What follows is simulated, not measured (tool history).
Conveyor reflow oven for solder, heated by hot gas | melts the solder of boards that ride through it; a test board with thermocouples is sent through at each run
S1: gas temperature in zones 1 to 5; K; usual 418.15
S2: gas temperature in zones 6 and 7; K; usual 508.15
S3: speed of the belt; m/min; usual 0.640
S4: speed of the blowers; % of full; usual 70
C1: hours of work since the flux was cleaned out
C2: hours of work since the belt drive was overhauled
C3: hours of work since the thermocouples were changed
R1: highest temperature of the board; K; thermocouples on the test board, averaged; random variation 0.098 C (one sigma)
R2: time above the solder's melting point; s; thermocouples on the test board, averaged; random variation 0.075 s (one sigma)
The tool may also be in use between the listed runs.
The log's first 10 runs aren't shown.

{"hour": 575.1, "done": "flux residue cleaned out of gas plates and filters"}
{"run": 11, "hour": 585.9, "S1": 418.15, "S2": 508.15, "S3": 0.64, "S4": 63, "C1": 6, "C2": 1185, "C3": 381, "R1": 488.89, "R2": 42.65}
{"run": 12, "hour": 625.9, "S1": 418.15, "S2": 508.15, "S3": 0.64, "S4": 63, "C1": 29, "C2": 1208, "C3": 404, "R1": 488.75, "R2": 42.67}
{"run": 13, "hour": 667.3, "S1": 418.15, "S2": 508.15, "S3": 0.64, "S4": 63, "C1": 53, "C2": 1232, "C3": 428, "R1": 489.14, "R2": 42.57}
{"run": 14, "hour": 701.7, "S1": 418.15, "S2": 508.15, "S3": 0.64, "S4": 63, "C1": 73, "C2": 1252, "C3": 448, "R1": 489.02, "R2": 42.62}
{"run": 15, "hour": 771.2, "S1": 418.15, "S2": 508.15, "S3": 0.64, "S4": 63, "C1": 113, "C2": 1292, "C3": 488, "R1": 489.1, "R2": 42.7}
{"run": 16, "hour": 800.7, "S1": 418.15, "S2": 508.15, "S3": 0.64, "S4": 63, "C1": 130, "C2": 1309, "C3": 505, "R1": 488.93, "R2": 42.67}
{"run": 17, "hour": 835.6, "S1": 418.15, "S2": 500.15, "S3": 0.64, "S4": 66, "C1": 150, "C2": 1329, "C3": 525, "R1": 483.3, "R2": 39.12}
{"run": 18, "hour": 876.2, "S1": 418.15, "S2": 508.15, "S3": 0.64, "S4": 76, "C1": 174, "C2": 1352, "C3": 548, "R1": 492.52, "R2": 44.84}
{"run": 19, "hour": 938.3, "S1": 427.15, "S2": 508.15, "S3": 0.711, "S4": 73, "C1": 210, "C2": 1388, "C3": 584, "R1": 490.31, "R2": 41.45}
{"run": 20, "hour": 981.7, "S1": 427.15, "S2": 508.15, "S3": 0.711, "S4": 73, "C1": 235, "C2": 1413, "C3": 609, "R1": 490.11, "R2": 41.54}
{"run": 21, "hour": 1046.2, "S1": 427.15, "S2": 508.15, "S3": 0.711, "S4": 73, "C1": 272, "C2": 1450, "C3": 646, "R1": 490.14, "R2": 41.61}
{"hour": 1092.4, "done": "flux residue cleaned out of gas plates and filters"}
{"run": 22, "hour": 1112.1, "S1": 427.15, "S2": 508.15, "S3": 0.711, "S4": 73, "C1": 11, "C2": 1486, "C3": 682, "R1": 490.41, "R2": 41.5}
{"run": 23, "hour": 1176.1, "S1": 427.15, "S2": 511.15, "S3": 0.676, "S4": 52, "C1": 48, "C2": 1523, "C3": 719, "R1": 487.9, "R2": 41.82}
{"run": 24, "hour": 1210.8, "S1": 427.15, "S2": 511.15, "S3": 0.676, "S4": 52, "C1": 68, "C2": 1543, "C3": 739, "R1": 488.09, "R2": 41.66}
{"run": 25, "hour": 1264.6, "S1": 418.15, "S2": 518.15, "S3": 0.753, "S4": 61, "C1": 99, "C2": 1574, "C3": 770, "R1": 490.13, "R2": 36.0}
{"run": 26, "hour": 1306.2, "S1": 418.15, "S2": 518.15, "S3": 0.753, "S4": 61, "C1": 123, "C2": 1598, "C3": 794, "R1": 490.01, "R2": 36.05}
{"hour": 1348.8, "done": "belt drive overhauled, speed set with a stopwatch"}
{"run": 27, "hour": 1348.8, "S1": 418.15, "S2": 518.15, "S3": 0.753, "S4": 61, "C1": 146, "C2": 0, "C3": 816, "R1": 490.21, "R2": 35.99}
{"run": 28, "hour": 1411.4, "S1": 406.15, "S2": 508.15, "S3": 0.74, "S4": 70, "C1": 182, "C2": 36, "C3": 852, "R1": 483.13, "R2": 30.18}
{"run": 29, "hour": 1464.4, "S1": 425.15, "S2": 518.15, "S3": 0.646, "S4": 60, "C1": 212, "C2": 67, "C3": 883, "R1": 497.23, "R2": 48.5}
{"run": 30, "hour": 1522.3, "S1": 415.15, "S2": 509.15, "S3": 0.652, "S4": 70, "C1": 246, "C2": 100, "C3": 916, "R1": 490.67, "R2": 41.99}

Forecast each of these 4 alternatives for the next run:
{"run": "A", "hour": 1557.1, "S1": 418.15, "S2": 510.15, "S3": 0.653, "S4": 70, "C1": 266, "C2": 120, "C3": 936, "R1": "?", "R2": "?"}
{"run": "B", "hour": 1557.1, "S1": 418.15, "S2": 519.15, "S3": 0.632, "S4": 70, "C1": 266, "C2": 120, "C3": 936, "R1": "?", "R2": "?"}
{"run": "C", "hour": 1557.1, "S1": 419.15, "S2": 504.15, "S3": 0.678, "S4": 70, "C1": 266, "C2": 120, "C3": 936, "R1": "?", "R2": "?"}
{"run": "D", "hour": 1557.1, "S1": 418.15, "S2": 508.15, "S3": 0.528, "S4": 58, "C1": 266, "C2": 120, "C3": 936, "R1": "?", "R2": "?"}

run=A R1=492.02 R2=43.54
run=B R1=500.44 R2=49.20
run=C R1=485.98 R2=38.72
run=D R1=493.61 R2=55.30
Without the tool's hidden state the same runs would have given:
run=A R1=492.02 R2=43.54
run=B R1=500.44 R2=49.20
run=C R1=485.98 R2=38.72
run=D R1=493.60 R2=55.30
